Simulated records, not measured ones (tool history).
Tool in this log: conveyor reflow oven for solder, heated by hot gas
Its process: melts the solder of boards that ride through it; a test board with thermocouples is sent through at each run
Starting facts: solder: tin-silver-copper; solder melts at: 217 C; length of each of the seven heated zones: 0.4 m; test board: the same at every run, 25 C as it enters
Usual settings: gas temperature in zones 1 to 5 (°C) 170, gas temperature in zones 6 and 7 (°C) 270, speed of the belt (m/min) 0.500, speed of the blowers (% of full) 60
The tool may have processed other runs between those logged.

run,hour,gas temperature in zones 1 to 5 (°C),gas temperature in zones 6 and 7 (°C),speed of the belt (m/min),speed of the blowers (% of full),highest temperature of the board (°C),time above the solder's melting point (s)
1,0.0,170,270,0.500,60,247.7,64.1
2,13.2,170,270,0.551,60,243.5,52.4
3,20.2,170,270,0.551,60,243.8,51.9
4,27.1,158,270,0.500,60,245.0,56.0
5,37.4,158,270,0.500,60,245.0,55.8
6,51.6,170,282,0.500,60,257.3,72.7
7,64.7,162,264,0.527,61,238.9,47.0
8,74.0,179,270,0.500,77,253.9,75.8
# hour 80.0: flux residue cleaned out of gas plates and filters
9,91.1,164,281,0.445,74,264.0,87.0
10,101.7,175,279,0.500,58,255.0,73.1
11,110.9,157,260,0.562,59,230.6,29.3

Predict each of these 5 candidate next runs independently; none follows another, all start after run 11:
A,116.9,170,278,0.434,57,?,?
B,116.9,176,270,0.500,60,?,?
C,116.9,168,261,0.510,59,?,?
D,116.9,170,270,0.500,51,?,?
E,116.9,157,260,0.562,59,?,?

run,highest temperature of the board (°C),time above the solder's melting point (s)
A,258.3,86.5
B,248.3,67.1
C,238.3,49.6
D,243.8,58.3
E,230.6,29.3
Without the tool's unlogged condition, the same runs would have read:
run,highest temperature of the board (°C),time above the solder's melting point (s)
A,258.8,86.6
B,248.9,67.6
C,238.8,50.4
D,244.3,58.8
E,231.3,30.6

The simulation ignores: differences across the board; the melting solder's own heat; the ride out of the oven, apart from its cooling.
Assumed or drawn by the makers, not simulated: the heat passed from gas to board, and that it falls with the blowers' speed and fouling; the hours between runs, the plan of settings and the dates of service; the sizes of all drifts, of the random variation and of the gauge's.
